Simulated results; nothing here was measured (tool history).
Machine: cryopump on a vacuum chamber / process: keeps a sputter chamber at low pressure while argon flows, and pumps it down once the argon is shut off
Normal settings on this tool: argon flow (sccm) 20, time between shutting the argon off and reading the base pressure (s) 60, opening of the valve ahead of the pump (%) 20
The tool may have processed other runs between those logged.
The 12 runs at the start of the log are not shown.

run	hour	argon flow (sccm)	time between shutting the argon off and reading the base pressure (s)	opening of the valve ahead of the pump (%)	pressure while argon flows (Pa)	pressure after the wait (uPa)
13	313.5	20	144	20	0.0772	0.99
14	334.8	20	144	20	0.0761	0.96
15	360.6	20	144	20	0.0768	0.97
16	392.9	20	144	20	0.0765	0.99
17	432.0	20	240	20	0.0777	0.94
18	467.7	20	240	20	0.0784	0.91
19	488.3	20	240	20	0.0773	0.97
20	504.8	20	240	20	0.0781	0.98
21	537.0	20	240	20	0.0770	0.94
22	575.8	18	31	20	0.0709	1.81
23	611.5	23	60	19	0.0945	1.33
24	643.1	23	84	21	0.0855	1.19
25	665.1	10	81	48	0.0173	1.26
26	697.2	9	137	15	0.0466	1.10
27	723.3	38	34	31	0.0988	1.75
28	747.3	38	34	31	0.0982	1.78
29	782.3	38	66	31	0.0984	1.31
30	809.9	33	60	27	0.0966	1.41
31	848.8	13	176	19	0.0539	1.11
32	868.6	19	144	35	0.0437	1.16
33	906.1	19	144	35	0.0446	1.12
34	939.8	19	144	35	0.0453	1.19
35	969.2	19	144	35	0.0436	1.20

Consider 3 possible next runs. They are alternatives, not a sequence: every one starts from the tool as it was left by run 35. What does each give?
A	1004.5	30	144	23	?	?
B	1004.5	16	39	31	?	?
C	1004.5	12	274	31	?	?

run	pressure while argon flows (Pa)	pressure after the wait (uPa)
A	0.1035	1.20
B	0.0415	1.72
C	0.0312	1.09
With the hidden condition removed and each run's random variation left untouched, the same runs would have given:
run	pressure while argon flows (Pa)	pressure after the wait (uPa)
A	0.0979	0.34
B	0.0385	0.87
C	0.0289	0.22

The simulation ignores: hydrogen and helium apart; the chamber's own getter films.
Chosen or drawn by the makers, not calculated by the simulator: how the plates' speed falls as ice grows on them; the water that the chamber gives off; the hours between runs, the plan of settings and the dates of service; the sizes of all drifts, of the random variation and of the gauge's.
